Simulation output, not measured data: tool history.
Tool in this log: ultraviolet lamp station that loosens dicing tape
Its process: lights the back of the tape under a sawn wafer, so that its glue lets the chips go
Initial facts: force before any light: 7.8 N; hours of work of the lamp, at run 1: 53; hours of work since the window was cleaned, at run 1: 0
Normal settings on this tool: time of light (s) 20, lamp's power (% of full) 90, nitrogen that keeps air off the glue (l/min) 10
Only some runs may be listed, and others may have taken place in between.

run    hour  time of light (s)  lamp's power (% of full)  nitrogen that keeps air off the glue (l/min)  hours of work of the lamp  hours of work since the window was cleaned  force that peels the tape off (N)  light that reached the tape (mJ/cm2)
  1       0                 20                        90                                            10                         53                                           0                              0.227                                   249
  2    87.2                 20                        90                                            10                        114                                          61                              0.231                                   249
  3   173.8                 20                        90                                            10                        174                                         121                              0.233                                   248
  4   225.7                 20                        90                                            10                        210                                         157                              0.217                                   252
  5   290.3                 20                        90                                            10                        255                                         202                              0.231                                   249
  6   348.4                 20                        90                                            10                        296                                         243                              0.221                                   246
  7   421.5                 20                        90                                            10                        347                                         294                              0.226                                   243
  8   491.1                 20                        90                                            10                        395                                         342                              0.231                                   249
  9   556.4                 20                        90                                            10                        441                                         388                               0.23                                   248
      620.6  -- window cleaned of glue's vapour
 10   637.6                 20                        90                                            10                        497                                          12                              0.227                                   248
 11   724.9                 20                        90                                            10                        558                                          73                              0.229                                   250
 12   784.7                 12                        90                                            10                        600                                         114                              0.763                                   150
 13   824.7                 20                        90                                            10                        628                                         142                              0.225                                   253
 14   885.6                 20                        90                                            10                        670                                         185                              0.226                                   249
 15   923.3                 20                        90                                            10                        696                                         211                              0.217                                   253
 16   978.7                 20                        90                                            10                        735                                         250                              0.223                                   249
 17  1029.1                 20                        90                                            10                        770                                         285                              0.228                                   253
 18  1082.8                 20                        90                                             7                        808                                         322                              0.302                                   251
 19  1140.8                 20                        61                                            10                        848                                         363                              0.571                                   170
 20  1220.2                 20                        61                                            10                        903                                         418                               0.55                                   166
     1239.2  -- window cleaned of glue's vapour
 21    1286                 20                        90                                             8                        949                                          33                              0.256                                   249
 22  1351.9                 20                        94                                            10                        995                                          79                                0.2                                   264
 23    1396                 20                        97                                             6                       1026                                         109                              0.298                                   268
 24  1445.2                 20                        97                                             6                       1060                                         144                              0.298                                   268
 25    1524                 20                        97                                             6                       1115                                         199                              0.286                                   272
 26  1578.4                 25                        91                                            15                       1153                                         237                               0.11                                   317
 27  1650.1                 25                        91                                            15                       1203                                         286                              0.116                                   312
 28  1696.9                 13                        91                                            15                       1235                                         319                              0.438                                   158
 29  1767.2                 20                        83                                            10                       1284                                         368                              0.269                                   231
 30  1823.1                 20                        83                                            10                       1323                                         407                              0.282                                   228
     1857.8  -- window cleaned of glue's vapour
 31  1885.3                 17                        81                                            10                       1366                                          19                              0.414                                   190
 32  1922.8                 24                        77                                            10                       1393                                          45                              0.217                                   259
 33  1961.6                 20                        90                                             4                       1420                                          72                              0.516                                   251
 34  2033.8                 14                        80                                            10                       1470                                         123                              0.694                                   157
 35  2105.4                 32                        89                                            10                       1520                                         173                              0.098                                   390
 36  2153.7                 17                        73                                             7                       1554                                         206                              0.728                                   169
 37  2205.9                 17                        73                                             7                       1590                                         243                              0.711                                   169
     2233.6  -- lamp changed
 38  2278.2                 17                        73                                             7                         31                                         292                              0.747                                   171
 39  2351.8                 35                        78                                             3                         82                                         344                              0.261                                   375
 40  2433.4                 11                        90                                            10                        139                                         401                              0.905                                   138
     2482.5  -- window cleaned of glue's vapour
 41  2486.8                 11                        90                                            10                        176                                           3                              0.885                                   138
 42  2560.2                 11                        90                                            10                        227                                          54                              0.909                                   137
 43  2598.6                 16                        67                                            10                        254                                          81                              0.773                                   147
 44  2683.8                 25                        63                                            10                        314                                         140                              0.318                                   218

How the hidden state differs across the entries between the runs, from the last listed run before each to the first after it:
Runs 9 to 10: window cleaned of glue's vapour (hour 620.6)
  light that the window lets through, % of a clean one's: 99.9 -> 100
Runs 20 to 21: window cleaned of glue's vapour (hour 1239.2)
  light that the window lets through, % of a clean one's: 99.9 -> 100
Runs 30 to 31: window cleaned of glue's vapour (hour 1857.8)
  light that the window lets through, % of a clean one's: 99.9 -> 100
Runs 37 to 38: lamp changed (hour 2233.6)
  lamp's light, % of a new lamp's: 99.8 -> 100
Runs 40 to 41: window cleaned of glue's vapour (hour 2482.5)
  light that the window lets through, % of a clean one's: 99.9 -> 100

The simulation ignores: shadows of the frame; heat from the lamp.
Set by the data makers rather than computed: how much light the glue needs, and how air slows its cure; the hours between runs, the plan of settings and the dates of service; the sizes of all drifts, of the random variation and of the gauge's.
